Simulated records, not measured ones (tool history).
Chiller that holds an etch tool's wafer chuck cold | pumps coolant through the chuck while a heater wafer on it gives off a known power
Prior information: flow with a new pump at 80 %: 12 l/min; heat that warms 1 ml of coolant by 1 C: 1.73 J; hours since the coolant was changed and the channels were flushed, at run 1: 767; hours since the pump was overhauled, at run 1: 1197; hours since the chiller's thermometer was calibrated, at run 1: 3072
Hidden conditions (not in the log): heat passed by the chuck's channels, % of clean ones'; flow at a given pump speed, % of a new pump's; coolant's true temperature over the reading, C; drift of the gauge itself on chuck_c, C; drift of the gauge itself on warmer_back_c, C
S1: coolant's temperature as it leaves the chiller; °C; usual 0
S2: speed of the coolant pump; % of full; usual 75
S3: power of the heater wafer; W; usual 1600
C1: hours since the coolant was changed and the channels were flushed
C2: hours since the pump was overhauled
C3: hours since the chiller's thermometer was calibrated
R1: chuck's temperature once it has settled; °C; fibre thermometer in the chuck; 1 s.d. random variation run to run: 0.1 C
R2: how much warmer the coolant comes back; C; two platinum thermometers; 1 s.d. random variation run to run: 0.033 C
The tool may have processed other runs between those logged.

run 1 hour=0 | S1=0 S2=75 S3=1600 | C1=767 C2=1197 C3=3072 | R1=19.6 R2=5.04
run 2 hour=15.5 | S1=0 S2=75 S3=1600 | C1=782 C2=1213 C3=3088 | R1=19.7 R2=5
run 3 hour=40.7 | S1=5 S2=75 S3=1600 | C1=808 C2=1238 C3=3113 | R1=24.6 R2=5.1
run 4 hour=63.1 | S1=0 S2=75 S3=1600 | C1=830 C2=1260 C3=3135 | R1=19.6 R2=5.02
run 5 hour=84.5 | S1=0 S2=75 S3=1600 | C1=851 C2=1282 C3=3157 | R1=19.6 R2=5.14
run 6 hour=107.8 | S1=0 S2=75 S3=1600 | C1=875 C2=1305 C3=3180 | R1=19.7 R2=5.13
run 7 hour=123.5 | S1=0 S2=75 S3=1948 | C1=890 C2=1321 C3=3196 | R1=23.9 R2=6.24
run 8 hour=139.9 | S1=0 S2=63 S3=1600 | C1=907 C2=1337 C3=3212 | R1=22.2 R2=6.04
run 9 hour=163.1 | S1=0 S2=63 S3=1600 | C1=930 C2=1360 C3=3235 | R1=22.2 R2=6.06
run 10 hour=186.2 | S1=0 S2=63 S3=1600 | C1=953 C2=1383 C3=3259 | R1=22.2 R2=6.13
run 11 hour=211.2 | S1=0 S2=75 S3=1600 | C1=978 C2=1408 C3=3284 | R1=19.5 R2=5.11
run 12 hour=232.8 | S1=-3 S2=74 S3=1458 | C1=1000 C2=1430 C3=3305 | R1=15 R2=4.69
run 13 hour=247.7 | S1=5 S2=75 S3=1600 | C1=1015 C2=1445 C3=3320 | R1=24.7 R2=5.13
run 14 hour=262.4 | S1=5 S2=75 S3=1600 | C1=1029 C2=1460 C3=3335 | R1=24.7 R2=5.14
run 15 hour=279.4 | S1=0 S2=89 S3=2019 | C1=1046 C2=1477 C3=3352 | R1=22.2 R2=5.35
run 16 hour=294 | S1=0 S2=63 S3=1620 | C1=1061 C2=1491 C3=3366 | R1=22.6 R2=6.16
run 17 hour=324.3 | S1=-9 S2=95 S3=813 | C1=1091 C2=1522 C3=3397 | R1=-1.2 R2=2.04

The next listed run, before its measurement:
run 18 hour=345.5 | S1=-9 S2=96 S3=813 | C1=1112 C2=1543 C3=3418 | R1=? R2=?

{"run 18": {"R1": -1.1, "R2": 2.05}}
Had the tool carried no hidden state, the very same run would have given R1 -0.6 °C, R2 1.97 C.

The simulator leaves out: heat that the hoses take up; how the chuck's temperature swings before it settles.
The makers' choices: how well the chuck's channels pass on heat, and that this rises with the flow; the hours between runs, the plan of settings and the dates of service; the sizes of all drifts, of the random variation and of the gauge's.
